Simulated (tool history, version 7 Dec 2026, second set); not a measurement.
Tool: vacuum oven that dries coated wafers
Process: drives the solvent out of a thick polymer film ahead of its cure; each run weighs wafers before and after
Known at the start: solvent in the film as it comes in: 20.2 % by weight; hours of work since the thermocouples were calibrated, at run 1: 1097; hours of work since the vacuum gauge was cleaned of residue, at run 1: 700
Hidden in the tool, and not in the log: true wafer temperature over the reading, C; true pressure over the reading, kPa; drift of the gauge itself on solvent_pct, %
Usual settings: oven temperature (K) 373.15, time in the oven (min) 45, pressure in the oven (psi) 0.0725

run,hour,oven temperature (K),time in the oven (min),pressure in the oven (psi),hours of work since the thermocouples were calibrated,hours of work since the vacuum gauge was cleaned of residue,solvent left in the film (%)
1,0.0,373.15,45,0.0725,1097,700,1.03
2,38.6,373.15,45,0.0725,1119,721,1.05
# hour 77.9: oven's thermocouples calibrated
3,104.0,373.15,45,0.0725,15,757,1.18
4,147.0,373.15,45,0.0725,39,781,1.18
5,198.0,368.15,45,0.0725,67,810,2.20
6,225.3,368.15,45,0.0725,83,825,2.20
7,261.0,373.15,44,0.0725,103,845,1.24
8,307.6,373.15,44,0.0725,129,871,1.27
9,334.7,373.15,44,0.0725,144,886,1.24
10,388.5,373.15,44,0.0725,174,917,1.21
11,419.6,373.15,44,0.0725,192,934,1.22
12,479.7,373.15,44,0.0725,226,968,1.23
13,522.6,373.15,44,0.0725,250,992,1.19
14,550.2,373.15,45,0.0725,265,1007,1.14
15,613.2,373.15,45,0.0725,301,1043,1.13
16,647.7,372.15,45,0.0725,320,1062,1.32
17,707.9,372.15,45,0.0725,354,1096,1.31
18,754.1,373.15,75,0.0725,380,1122,0.34
19,787.3,373.15,75,0.0725,398,1141,0.34
20,850.6,360.15,45,0.0725,434,1176,4.56
21,891.1,373.15,45,0.0725,457,1199,1.15
22,946.6,373.15,66,0.0725,488,1230,0.46
23,1004.0,375.15,45,0.0725,520,1262,0.85
24,1037.2,367.15,45,0.1622,539,1281,2.58
25,1078.2,376.15,45,0.1034,562,1304,0.78
# hour 1084.0: vacuum gauge cleaned of residue and calibrated
26,1134.1,368.15,30,0.2457,592,28,4.43
# hour 1183.5: vacuum gauge cleaned of residue and calibrated, once more
27,1187.4,368.15,26,0.1726,621,2,4.93
28,1235.0,379.15,79,0.1307,648,29,0.20
29,1273.5,379.15,79,0.1307,670,51,0.22
30,1323.7,375.15,47,0.0725,698,79,0.66
31,1361.2,373.15,37,0.1292,719,100,1.71
32,1407.2,373.15,37,0.1292,745,126,1.74
33,1445.1,373.15,23,0.1292,766,147,3.87
34,1475.5,388.15,50,0.1292,783,164,0.18
35,1517.6,386.15,36,0.1160,807,188,0.27
36,1544.6,386.15,46,0.1160,822,203,0.19
37,1579.7,377.15,63,0.0725,842,222,0.23
38,1608.5,359.15,54,0.0857,858,239,3.67
39,1645.8,362.15,39,0.0857,879,260,4.50
40,1698.9,362.15,39,0.0857,909,289,4.44
41,1749.5,381.15,47,0.2519,937,318,0.50
42,1799.3,381.15,47,0.2519,965,346,0.51
43,1837.6,382.15,39,0.2835,987,367,0.63
44,1867.8,382.15,67,0.1230,1004,384,0.18
45,1910.0,381.15,30,0.2274,1027,408,1.08
46,1957.7,381.15,30,0.2274,1054,435,1.11

Forecast each of these 4 alternatives for the next run:
A,2000.9,386.15,45,0.0725,1078,459,?
B,2000.9,372.15,30,0.2274,1078,459,?
C,2000.9,362.15,29,0.0725,1078,459,?
D,2000.9,387.15,36,0.2274,1078,459,?

run,solvent left in the film (%)
A,0.14
B,2.89
C,6.11
D,0.38
Without the tool's hidden state the same runs would have given:
run,solvent left in the film (%)
A,0.15
B,3.28
C,6.61
D,0.42

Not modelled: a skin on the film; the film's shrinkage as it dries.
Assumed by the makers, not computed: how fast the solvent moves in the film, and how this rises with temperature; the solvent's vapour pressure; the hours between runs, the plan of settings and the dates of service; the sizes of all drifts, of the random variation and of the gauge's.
